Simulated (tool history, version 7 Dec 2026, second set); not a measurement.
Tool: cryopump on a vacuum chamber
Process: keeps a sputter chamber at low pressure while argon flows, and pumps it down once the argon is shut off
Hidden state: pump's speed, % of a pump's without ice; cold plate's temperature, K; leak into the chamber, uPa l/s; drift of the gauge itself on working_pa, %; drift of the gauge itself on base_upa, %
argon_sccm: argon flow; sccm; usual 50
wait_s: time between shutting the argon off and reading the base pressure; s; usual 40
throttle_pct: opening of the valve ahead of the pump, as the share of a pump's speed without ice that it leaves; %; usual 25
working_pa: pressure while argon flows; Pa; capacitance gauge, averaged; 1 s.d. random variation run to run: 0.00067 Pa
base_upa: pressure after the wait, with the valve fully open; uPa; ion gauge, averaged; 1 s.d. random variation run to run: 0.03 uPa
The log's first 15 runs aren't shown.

| run | hour | argon_sccm | wait_s | throttle_pct | hours of work since the pump was warmed up and emptied | hours of work since the cold head was overhauled | hours of work since the chamber's fittings were tightened | working_pa | base_upa |
|---|---|---|---|---|---|---|---|---|---|
| 16 | 176.1 | 50 | 40 | 25 | 121 | 121 | 202 | 0.1511 | 1.63 |
| 17 | 190.5 | 50 | 40 | 25 | 126 | 126 | 208 | 0.1489 | 1.63 |
| 18 | 203.3 | 50 | 265 | 26 | 132 | 132 | 213 | 0.1458 | 0.48 |
| 19 | 210.2 | 50 | 284 | 16 | 135 | 135 | 216 | 0.2322 | 0.49 |
| 20 | 223.8 | 50 | 284 | 16 | 140 | 140 | 222 | 0.2312 | 0.50 |
| 21 | 233.2 | 34 | 75 | 35 | 144 | 144 | 225 | 0.0730 | 0.99 |
| 22 | 241.0 | 50 | 127 | 50 | 147 | 147 | 229 | 0.0767 | 0.74 |
| 23 | 250.3 | 50 | 127 | 50 | 151 | 151 | 232 | 0.0766 | 0.75 |
| 24 | 257.1 | 20 | 33 | 50 | 154 | 154 | 235 | 0.0307 | 1.91 |
| 25 | 267.2 | 20 | 71 | 50 | 158 | 158 | 239 | 0.0313 | 1.04 |
| 26 | 277.7 | 35 | 197 | 50 | 162 | 162 | 244 | 0.0539 | 0.59 |
| 27 | 293.0 | 26 | 32 | 25 | 168 | 168 | 250 | 0.0783 | 1.99 |
| 28 | 306.8 | 50 | 22 | 25 | 174 | 174 | 255 | 0.1497 | 2.75 |
| 29 | 317.9 | 93 | 55 | 40 | 178 | 178 | 260 | 0.1765 | 1.31 |
| 30 | 324.6 | 51 | 55 | 25 | 181 | 181 | 263 | 0.1533 | 1.27 |
| 31 | 331.8 | 83 | 95 | 25 | 184 | 184 | 266 | 0.2502 | 0.88 |
| 32 | 343.4 | 88 | 95 | 50 | 189 | 189 | 270 | 0.1359 | 0.95 |
| 33 | 352.2 | 39 | 92 | 25 | 192 | 192 | 274 | 0.1174 | 0.96 |
| 34 | 366.1 | 43 | 76 | 22 | 198 | 198 | 280 | 0.1473 | 1.09 |

Here are 4 independent what-if runs from the current tool condition. What would each one return?
| A | 375.2 | 75 | 110 | 34 | 202 | 202 | 283 | ? | ? |
| B | 375.2 | 92 | 40 | 16 | 202 | 202 | 283 | ? | ? |
| C | 375.2 | 50 | 40 | 51 | 202 | 202 | 283 | ? | ? |
| D | 375.2 | 65 | 227 | 22 | 202 | 202 | 283 | ? | ? |

| run | working_pa | base_upa |
|---|---|---|
| A | 0.1673 | 0.81 |
| B | 0.4297 | 1.67 |
| C | 0.0763 | 1.68 |
| D | 0.2235 | 0.60 |
The same runs, with their run-to-run variation unchanged, on a tool lacking any hidden condition would have given:
| run | working_pa | base_upa |
|---|---|---|
| A | 0.1614 | 0.57 |
| B | 0.4224 | 1.44 |
| C | 0.0723 | 1.45 |
| D | 0.2183 | 0.36 |
